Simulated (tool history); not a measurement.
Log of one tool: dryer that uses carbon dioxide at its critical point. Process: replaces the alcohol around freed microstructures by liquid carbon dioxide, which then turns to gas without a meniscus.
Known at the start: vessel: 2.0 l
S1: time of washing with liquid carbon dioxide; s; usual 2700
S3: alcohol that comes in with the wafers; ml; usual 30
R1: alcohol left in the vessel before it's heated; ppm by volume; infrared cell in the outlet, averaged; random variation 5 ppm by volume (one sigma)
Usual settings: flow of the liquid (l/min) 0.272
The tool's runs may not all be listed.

{"run": 1, "day": 0.0, "S1": 2700, "flow of the liquid (l/min)": 0.272, "S3": 30, "R1": 145}
{"run": 2, "day": 1.225, "S1": 2700, "flow of the liquid (l/min)": 0.272, "S3": 30, "R1": 142}
{"run": 3, "day": 2.967, "S1": 2700, "flow of the liquid (l/min)": 0.272, "S3": 30, "R1": 152}
{"run": 4, "day": 4.375, "S1": 2700, "flow of the liquid (l/min)": 0.272, "S3": 30, "R1": 160}
{"run": 5, "day": 6.012, "S1": 2700, "flow of the liquid (l/min)": 0.272, "S3": 30, "R1": 166}
{"run": 6, "day": 7.667, "S1": 2700, "flow of the liquid (l/min)": 0.272, "S3": 30, "R1": 177}
{"run": 7, "day": 9.408, "S1": 3540, "flow of the liquid (l/min)": 0.272, "S3": 30, "R1": 142}
{"run": 8, "day": 10.508, "S1": 2700, "flow of the liquid (l/min)": 0.272, "S3": 30, "R1": 199}
{"day": 11.6, "done": "inlet filter changed"}
{"run": 9, "day": 12.262, "S1": 2700, "flow of the liquid (l/min)": 0.272, "S3": 30, "R1": 191}
{"run": 10, "day": 13.971, "S1": 2700, "flow of the liquid (l/min)": 0.222, "S3": 30, "R1": 260}
{"run": 11, "day": 15.667, "S1": 2700, "flow of the liquid (l/min)": 0.222, "S3": 30, "R1": 266}
{"run": 12, "day": 16.508, "S1": 2700, "flow of the liquid (l/min)": 0.272, "S3": 30, "R1": 201}
{"run": 13, "day": 17.621, "S1": 2700, "flow of the liquid (l/min)": 0.202, "S3": 30, "R1": 352}
{"run": 14, "day": 18.658, "S1": 2700, "flow of the liquid (l/min)": 0.272, "S3": 30, "R1": 214}
{"run": 15, "day": 19.367, "S1": 2700, "flow of the liquid (l/min)": 0.272, "S3": 30, "R1": 224}
{"run": 16, "day": 20.625, "S1": 2700, "flow of the liquid (l/min)": 0.272, "S3": 30, "R1": 231}
{"run": 17, "day": 22.038, "S1": 3180, "flow of the liquid (l/min)": 0.209, "S3": 24, "R1": 238}
{"run": 18, "day": 23.583, "S1": 1920, "flow of the liquid (l/min)": 0.372, "S3": 46, "R1": 283}
{"run": 19, "day": 24.392, "S1": 1740, "flow of the liquid (l/min)": 0.283, "S3": 42, "R1": 603}
{"day": 24.65, "done": "purifier's bed changed"}
{"run": 20, "day": 25.25, "S1": 1740, "flow of the liquid (l/min)": 0.412, "S3": 42, "R1": 89}
{"run": 21, "day": 26.154, "S1": 1740, "flow of the liquid (l/min)": 0.412, "S3": 42, "R1": 93}
{"run": 22, "day": 27.754, "S1": 1740, "flow of the liquid (l/min)": 0.412, "S3": 42, "R1": 104}
{"run": 23, "day": 29.133, "S1": 2160, "flow of the liquid (l/min)": 0.359, "S3": 27, "R1": 60}
{"run": 24, "day": 30.654, "S1": 1740, "flow of the liquid (l/min)": 0.272, "S3": 20, "R1": 270}
{"run": 25, "day": 31.771, "S1": 2160, "flow of the liquid (l/min)": 0.284, "S3": 30, "R1": 164}
{"run": 26, "day": 32.608, "S1": 2160, "flow of the liquid (l/min)": 0.284, "S3": 30, "R1": 167}
{"run": 27, "day": 33.758, "S1": 2160, "flow of the liquid (l/min)": 0.284, "S3": 30, "R1": 172}
{"run": 28, "day": 34.783, "S1": 2820, "flow of the liquid (l/min)": 0.171, "S3": 51, "R1": 601}
{"run": 29, "day": 35.642, "S1": 2700, "flow of the liquid (l/min)": 0.192, "S3": 30, "R1": 307}

Forecast each of these 4 alternatives for the next run:
{"run": "A", "day": 36.588, "S1": 3060, "flow of the liquid (l/min)": 0.228, "S3": 20, "R1": "?"}
{"run": "B", "day": 36.588, "S1": 4020, "flow of the liquid (l/min)": 0.192, "S3": 36, "R1": "?"}
{"run": "C", "day": 36.588, "S1": 1680, "flow of the liquid (l/min)": 0.22, "S3": 72, "R1": "?"}
{"run": "D", "day": 36.588, "S1": 1740, "flow of the liquid (l/min)": 0.192, "S3": 30, "R1": "?"}

run=A R1=98
run=B R1=102
run=C R1=2075
run=D R1=1134
Without the tool's hidden state the same runs would have given:
run=A R1=33
run=B R1=33
run=C R1=1682
run=D R1=915

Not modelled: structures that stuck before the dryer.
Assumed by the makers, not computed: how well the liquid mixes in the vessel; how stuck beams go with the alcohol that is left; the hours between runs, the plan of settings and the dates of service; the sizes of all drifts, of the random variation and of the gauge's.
